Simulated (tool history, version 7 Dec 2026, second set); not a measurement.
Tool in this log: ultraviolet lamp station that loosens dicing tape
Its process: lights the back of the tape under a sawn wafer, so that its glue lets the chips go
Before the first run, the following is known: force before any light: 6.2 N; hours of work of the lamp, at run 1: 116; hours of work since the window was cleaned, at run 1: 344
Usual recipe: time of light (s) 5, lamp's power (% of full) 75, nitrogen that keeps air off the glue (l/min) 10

run,day,time of light (s),lamp's power (% of full),nitrogen that keeps air off the glue (l/min),hours of work of the lamp,hours of work since the window was cleaned,force that peels the tape off (N),light that reached the tape (mJ/cm2)
1,0,5,75,10,116,344,0.859,460
2,1.15,5,75,10,135,363,0.819,455
3,2.188,5,75,3,153,381,1.373,449
# day 3: window cleaned of glue's vapour
4,3.112,5,75,3,168,2,1.262,470
5,4.367,5,75,3,189,23,1.313,461
6,5.212,5,75,3,203,37,1.322,465
7,5.962,5,75,3,216,50,1.328,458
8,6.529,4,75,10,226,59,1.214,368
9,7.429,4,75,10,241,75,1.193,365
10,8.171,5,75,10,253,87,0.854,458
11,8.833,5,75,10,264,98,0.844,452
12,9.383,5,75,10,274,107,0.837,455
13,10.546,5,75,10,293,127,0.904,457
14,11.608,5,79,10,311,145,0.804,473
15,12.25,5,98,10,322,156,0.536,587
16,13.033,5,75,5,335,169,1.108,440
17,14.1,5,74,5,353,187,1.171,441
18,15.008,5,74,5,368,202,1.21,435
19,15.754,5,97,10,381,215,0.547,570
20,16.438,5,97,10,392,226,0.569,571
21,17.542,5,97,10,411,245,0.587,566
22,18.638,5,97,10,429,263,0.578,556
23,19.846,5,97,10,450,284,0.604,554
24,21.021,5,97,10,470,303,0.615,556
25,21.696,5,69,10,481,315,1.081,394
26,22.512,9,75,10,495,329,0.319,770
27,23.217,5,62,16,507,340,1.151,346
28,24.246,8,76,11,524,358,0.39,685
29,25.146,8,76,11,539,373,0.383,681
30,26,4,75,10,553,387,1.36,330
# day 26.383: window cleaned of glue's vapour
31,26.829,5,97,8,567,7,0.628,565
32,27.854,5,97,8,584,25,0.641,568
33,29.058,5,65,10,605,45,1.156,374
34,30.175,5,65,10,623,64,1.174,369
35,30.825,4,93,15,634,75,0.86,427
36,32.05,4,74,12,655,95,1.326,335
37,32.883,4,74,12,669,109,1.306,333
38,33.875,4,74,12,686,126,1.337,332
39,34.762,5,92,12,701,141,0.627,521
40,36.054,2,95,4,722,163,2.814,208
41,36.717,5,62,6,734,174,1.538,341
42,37.25,5,62,6,743,183,1.569,340
43,37.921,10,99,10,754,194,0.213,1082

Hidden state or all else? Some run-to-run changes of force that peels the tape off (N), split into what the settings, what came in and random variation would give without the hidden state, and what is left for the hidden state (with any gauge scatter that isn't in both results):
Hidden state present: lamp's light, % of a new lamp's; light that the window lets through, % of a clean one's; drift of the gauge itself on peel_n, %; drift of the gauge itself on dose_mj_cm2, %.
Run 29 -> 30: time of light (s) 8 -> 4, lamp's power (% of full) 76 -> 75, nitrogen that keeps air off the glue (l/min) 11 -> 10. force that peels the tape off (N) +0.977: hidden state +0.205, all else +0.772.
Run 39 -> 40: time of light (s) 5 -> 2, lamp's power (% of full) 92 -> 95, nitrogen that keeps air off the glue (l/min) 12 -> 4. force that peels the tape off (N) +2.187: hidden state +0.204, all else +1.983.
Run 40 -> 41: time of light (s) 2 -> 5, lamp's power (% of full) 95 -> 62, nitrogen that keeps air off the glue (l/min) 4 -> 6. force that peels the tape off (N) -1.276: hidden state -0.035, all else -1.241.
Run 42 -> 43: time of light (s) 5 -> 10, lamp's power (% of full) 62 -> 99, nitrogen that keeps air off the glue (l/min) 6 -> 10. force that peels the tape off (N) -1.356: hidden state -0.324, all else -1.032.

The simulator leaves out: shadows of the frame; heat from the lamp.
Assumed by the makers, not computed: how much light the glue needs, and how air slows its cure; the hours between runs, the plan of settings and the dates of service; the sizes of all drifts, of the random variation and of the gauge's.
